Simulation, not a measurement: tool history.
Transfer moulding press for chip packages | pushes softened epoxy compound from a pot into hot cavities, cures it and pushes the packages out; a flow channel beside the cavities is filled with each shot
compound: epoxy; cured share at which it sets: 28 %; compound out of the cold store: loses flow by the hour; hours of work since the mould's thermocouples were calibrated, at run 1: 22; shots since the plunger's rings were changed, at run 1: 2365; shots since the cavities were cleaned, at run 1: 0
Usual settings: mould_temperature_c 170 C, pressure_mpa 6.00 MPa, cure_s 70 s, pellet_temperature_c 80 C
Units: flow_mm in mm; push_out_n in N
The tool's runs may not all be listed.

run	hour	mould_temperature_c	pressure_mpa	cure_s	pellet_temperature_c	hours of work since the mould's thermocouples were calibrated	shots since the plunger's rings were changed	shots since the cavities were cleaned	incoming compound's hours out of the cold store	flow_mm	push_out_n
1	0.0	170	6.00	70	80	22	2365	0	43.2	506	560
2	16.9	170	6.81	70	80	34	2667	302	35.1	554	802
# hour 34.7: cavities cleaned with cleaning compound and waxed
3	34.8	170	6.81	70	80	46	2961	3	40.2	536	1022
4	56.2	170	6.00	70	80	62	3343	385	30.7	519	1125
# hour 68.7: cavities cleaned with cleaning compound and waxed
5	82.2	170	6.00	70	80	80	3781	241	43.8	491	787
# hour 89.3: cavities cleaned with cleaning compound and waxed, once more
6	95.6	170	6.00	70	80	88	3994	112	11.4	554	716
# hour 117.9: plunger's sealing rings changed
7	120.2	170	6.00	70	81	105	41	507	14.2	601	987
# hour 125.0: cavities cleaned with cleaning compound and waxed
8	140.5	170	6.00	70	75	118	377	276	32.2	541	804
# hour 158.6: cavities cleaned with cleaning compound and waxed
9	160.0	170	6.00	70	80	131	699	24	11.8	596	639
10	179.2	170	6.00	70	80	146	1044	369	29.3	552	872
# hour 193.8: cavities cleaned with cleaning compound and waxed
11	198.2	170	6.00	70	80	158	1356	80	9.2	603	695
12	208.7	170	6.33	70	80	166	1543	267	14.7	587	869
# hour 227.7: cavities cleaned with cleaning compound and waxed
13	227.7	170	6.33	70	80	179	1856	0	37.8	545	546
14	238.7	170	6.33	70	80	187	2053	197	21.0	581	761
15	254.3	170	6.33	70	80	198	2332	476	39.6	522	898
# hour 262.8: cavities cleaned with cleaning compound and waxed
16	265.8	174	6.00	87	80	206	2511	53	35.4	520	473
17	283.3	174	6.00	87	80	218	2825	367	11.5	557	615
# hour 298.1: cavities cleaned with cleaning compound and waxed
18	309.7	167	6.00	61	80	237	3269	207	45.8	495	1335
19	323.7	170	4.79	85	80	247	3519	457	44.4	430	684
# hour 331.7: cavities cleaned with cleaning compound and waxed
20	336.8	170	4.79	85	80	255	3727	91	42.0	447	460
21	349.2	170	4.79	85	71	264	3949	313	39.3	443	626
# hour 366.6: cavities cleaned with cleaning compound and waxed
22	367.8	170	6.33	70	80	277	4255	22	38.9	507	574
# hour 375.6: plunger's sealing rings changed
23	387.8	170	6.33	96	80	290	218	335	12.1	616	617
# hour 403.3: cavities cleaned with cleaning compound and waxed
24	406.4	165	6.02	70	89	302	523	54	32.4	558	856
25	416.7	165	6.33	107	89	310	708	239	13.3	615	562
26	431.7	170	6.00	61	71	321	976	507	11.6	593	1596
# hour 436.9: cavities cleaned with cleaning compound and waxed
27	455.2	173	5.96	65	79	337	1369	326	35.0	525	832

How the hidden state differs across the entries between the runs, from the last listed run before each to the first after it:
Between runs 2 and 3: cavities cleaned with cleaning compound and waxed (hour 34.7)
  true mould temperature over the reading, C: 0.23 -> 0.22; pressure that reaches the compound, % of what is set: 89.05 -> 87.89; grip of the stained cavities, % over clean ones': 46.6 -> 88.2
  measured less the result without the state, flow_mm: -34 -> -36 mm; push_out_n: +246 -> +475 N
Between runs 4 and 5: cavities cleaned with cleaning compound and waxed (hour 68.7)
  true mould temperature over the reading, C: 0.2 -> 0.18; pressure that reaches the compound, % of what is set: 86.24 -> 84.48; grip of the stained cavities, % over clean ones': 107.6 -> 42.7
  measured less the result without the state, flow_mm: -41 -> -43 mm; push_out_n: +577 -> +231 N
Between runs 5 and 6: cavities cleaned with cleaning compound and waxed, once more (hour 89.3)
  true mould temperature over the reading, C: 0.18 -> 0.17; pressure that reaches the compound, % of what is set: 84.48 -> 83.6; grip of the stained cavities, % over clean ones': 42.7 -> 19.7
  measured less the result without the state, flow_mm: -43 -> -52 mm; push_out_n: +231 -> +111 N
Between runs 6 and 7: plunger's sealing rings changed (hour 117.9)
  true mould temperature over the reading, C: 0.17 -> 0.16; pressure that reaches the compound, % of what is set: 83.6 -> 99.62; grip of the stained cavities, % over clean ones': 19.7 -> 67.4
  measured less the result without the state, flow_mm: -52 -> -1 mm; push_out_n: +111 -> +392 N
Between runs 7 and 8: cavities cleaned with cleaning compound and waxed (hour 125.0)
  true mould temperature over the reading, C: 0.16 -> 0.14; pressure that reaches the compound, % of what is set: 99.62 -> 98.31; grip of the stained cavities, % over clean ones': 67.4 -> 42.5
  measured less the result without the state, flow_mm: -1 -> -5 mm; push_out_n: +392 -> +235 N
Between runs 8 and 9: cavities cleaned with cleaning compound and waxed (hour 158.6)
  true mould temperature over the reading, C: 0.14 -> 0.13; pressure that reaches the compound, % of what is set: 98.31 -> 96.86; grip of the stained cavities, % over clean ones': 42.5 -> 11.4
  measured less the result without the state, flow_mm: -5 -> -10 mm; push_out_n: +235 -> +61 N
Between runs 10 and 11: cavities cleaned with cleaning compound and waxed (hour 193.8)
  true mould temperature over the reading, C: 0.11 -> 0.1; pressure that reaches the compound, % of what is set: 95.57 -> 94.28; grip of the stained cavities, % over clean ones': 57.4 -> 16.5
  measured less the result without the state, flow_mm: -13 -> -18 mm; push_out_n: +313 -> +94 N
Between runs 12 and 13: cavities cleaned with cleaning compound and waxed (hour 227.7)
  true mould temperature over the reading, C: 0.09 -> 0.08; pressure that reaches the compound, % of what is set: 93.48 -> 92.21; grip of the stained cavities, % over clean ones': 43.4 -> 0.4
  measured less the result without the state, flow_mm: -21 -> -22 mm; push_out_n: +258 -> -1 N
Between runs 15 and 16: cavities cleaned with cleaning compound and waxed (hour 262.8)
  true mould temperature over the reading, C: 0.06 -> 0.05; pressure that reaches the compound, % of what is set: 90.22 -> 89.61; grip of the stained cavities, % over clean ones': 64 -> 12.2
  measured less the result without the state, flow_mm: -28 -> -29 mm; push_out_n: +347 -> +50 N
Between runs 17 and 18: cavities cleaned with cleaning compound and waxed (hour 298.1)
  true mould temperature over the reading, C: 0.04 -> 0.02; pressure that reaches the compound, % of what is set: 88.27 -> 86.59; grip of the stained cavities, % over clean ones': 55.2 -> 33.8
  measured less the result without the state, flow_mm: -36 -> -37 mm; push_out_n: +219 -> +335 N
Between runs 19 and 20: cavities cleaned with cleaning compound and waxed (hour 331.7)
  true mould temperature over the reading, C: 0.01 -> 0; pressure that reaches the compound, % of what is set: 85.57 -> 84.81; grip of the stained cavities, % over clean ones': 64.1 -> 16.3
  measured less the result without the state, flow_mm: -35 -> -38 mm; push_out_n: +268 -> +65 N
Between runs 21 and 22: cavities cleaned with cleaning compound and waxed (hour 366.6)
  true mould temperature over the reading, C: -0.01 -> -0.02; pressure that reaches the compound, % of what is set: 83.96 -> 82.78; grip of the stained cavities, % over clean ones': 48.5 -> 4.9
  measured less the result without the state, flow_mm: -40 -> -51 mm; push_out_n: +206 -> +27 N
Between runs 22 and 23: plunger's sealing rings changed (hour 375.6)
  true mould temperature over the reading, C: -0.02 -> -0.03; pressure that reaches the compound, % of what is set: 82.78 -> 98.98; grip of the stained cavities, % over clean ones': 4.9 -> 54.4
  measured less the result without the state, flow_mm: -51 -> -3 mm; push_out_n: +27 -> +219 N
Between runs 23 and 24: cavities cleaned with cleaning compound and waxed (hour 403.3)
  true mould temperature over the reading, C: -0.03 -> -0.04; pressure that reaches the compound, % of what is set: 98.98 -> 97.76; grip of the stained cavities, % over clean ones': 54.4 -> 11.6
  measured less the result without the state, flow_mm: -3 -> -7 mm; push_out_n: +219 -> +92 N
Between runs 26 and 27: cavities cleaned with cleaning compound and waxed (hour 436.9)
  true mould temperature over the reading, C: -0.06 -> -0.08; pressure that reaches the compound, % of what is set: 95.97 -> 94.47; grip of the stained cavities, % over clean ones': 66.2 -> 48.8
  measured less the result without the state, flow_mm: -13 -> -14 mm; push_out_n: +639 -> +277 N
